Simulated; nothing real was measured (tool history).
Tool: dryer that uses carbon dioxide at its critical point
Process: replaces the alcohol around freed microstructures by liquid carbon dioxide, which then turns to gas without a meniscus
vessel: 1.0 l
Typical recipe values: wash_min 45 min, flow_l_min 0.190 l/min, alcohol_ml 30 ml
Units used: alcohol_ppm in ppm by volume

| run | hour | wash_min | flow_l_min | alcohol_ml | alcohol_ppm |
|---|---|---|---|---|---|
| 1 | 0.0 | 45 | 0.190 | 30 | 133 |
| 2 | 21.4 | 45 | 0.190 | 30 | 131 |
| 3 | 43.7 | 45 | 0.190 | 30 | 137 |
| 4 | 66.2 | 45 | 0.190 | 30 | 146 |
|  | 70.9 | inlet filter changed |
| 5 | 92.3 | 45 | 0.190 | 38 | 132 |
| 6 | 105.5 | 45 | 0.190 | 38 | 131 |
| 7 | 127.6 | 47 | 0.190 | 30 | 101 |
| 8 | 139.7 | 47 | 0.190 | 30 | 98 |
| 9 | 155.7 | 47 | 0.190 | 30 | 107 |
| 10 | 175.5 | 47 | 0.190 | 30 | 110 |
| 11 | 200.8 | 47 | 0.190 | 30 | 118 |
| 12 | 220.6 | 47 | 0.190 | 30 | 109 |
| 13 | 235.7 | 47 | 0.190 | 30 | 119 |
| 14 | 258.3 | 40 | 0.190 | 30 | 196 |
| 15 | 270.2 | 45 | 0.190 | 30 | 125 |
| 16 | 282.7 | 41 | 0.306 | 116 | 92 |
| 17 | 297.3 | 33 | 0.190 | 30 | 405 |
| 18 | 321.8 | 51 | 0.273 | 61 | 77 |
| 19 | 342.5 | 29 | 0.190 | 35 | 750 |
| 20 | 367.7 | 29 | 0.127 | 66 | 4912 |
| 21 | 383.7 | 29 | 0.127 | 66 | 4854 |
| 22 | 399.2 | 54 | 0.227 | 93 | 100 |
| 23 | 417.6 | 66 | 0.227 | 40 | 74 |
| 24 | 436.7 | 66 | 0.192 | 40 | 89 |
| 25 | 449.6 | 52 | 0.172 | 54 | 179 |
| 26 | 465.7 | 33 | 0.272 | 28 | 131 |
| 27 | 483.4 | 52 | 0.172 | 36 | 150 |
| 28 | 500.5 | 52 | 0.172 | 36 | 151 |
| 29 | 526.9 | 46 | 0.246 | 86 | 116 |

Each row is a separate what-if for the run after 29, all from the same tool condition, not one after another. Results?
| A | 551.8 | 36 | 0.246 | 86 | ? |
| B | 551.8 | 61 | 0.190 | 41 | ? |
| C | 551.8 | 57 | 0.136 | 86 | ? |

| run | alcohol_ppm |
|---|---|
| A | 267 |
| B | 107 |
| C | 471 |
Had the tool no hidden state, the same runs would have come out as:
| run | alcohol_ppm |
|---|---|
| A | 128 |
| B | 15 |
| C | 286 |
